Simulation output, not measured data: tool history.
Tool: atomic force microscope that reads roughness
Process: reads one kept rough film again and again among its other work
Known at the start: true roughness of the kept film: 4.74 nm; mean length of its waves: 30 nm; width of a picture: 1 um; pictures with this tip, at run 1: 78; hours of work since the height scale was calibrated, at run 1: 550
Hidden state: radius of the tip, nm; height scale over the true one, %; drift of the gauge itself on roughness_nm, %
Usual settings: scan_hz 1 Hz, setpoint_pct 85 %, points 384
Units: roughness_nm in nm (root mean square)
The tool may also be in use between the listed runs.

run   hour  scan_hz  setpoint_pct  points  pictures with this tip  hours of work since the height scale was calibrated  roughness_nm
  1      0        1            85     384                      78                                                  550         3.295
       4.8  -- new tip fitted
  2   15.8        1            85     274                      16                                                  558          3.87
  3   32.5        1            55     274                      41                                                  567         3.733
  4   48.3        1            55     274                      64                                                  575         3.566
      63.1  -- new tip fitted
  5   74.1        1            55     274                      17                                                  588         3.967
  6   86.6        1            55     274                      35                                                  595         3.796
  7   99.5        1            55     274                      54                                                  602         3.603
  8  114.5        1            55     274                      75                                                  610         3.431
     117.4  -- height scale calibrated on a step standard
     121.8  -- new tip fitted
  9  129.6      1.4            85     481                      11                                                    6          3.91
 10  141.3        1            55    1009                      28                                                   12         3.972
 11  163.9        1            55    1009                      61                                                   24          3.67
       180  -- new tip fitted
 12  191.9        1            77     325                      17                                                   39         3.925
 13  203.5     0.54            63     620                      34                                                   45         3.869

5 ways to go on from here, each from the tool as it stands after run 13. What would each give?
     210.5  -- height scale calibrated on a step standard, once more
  A  227.3     1.01            63     469                      68                                                    9             ?
     210.5  -- height scale calibrated on a step standard, once more
  B  227.3      1.9            63     851                      68                                                    9             ?
     210.5  -- height scale calibrated on a step standard, once more
  C  227.3     0.92            57     410                      68                                                    9             ?
     210.5  -- height scale calibrated on a step standard, once more
  D  227.3     2.77            69     382                      68                                                    9             ?
     210.5  -- height scale calibrated on a step standard, once more
  E  227.3     0.54            75     996                      68                                                    9             ?

run  roughness_nm
  A         3.477
  B         3.443
  C          3.49
  D         3.323
  E         3.494
Without the tool's hidden state the same runs would have given:
run  roughness_nm
  A         4.203
  B          4.16
  C         4.218
  D         4.017
  E         4.222
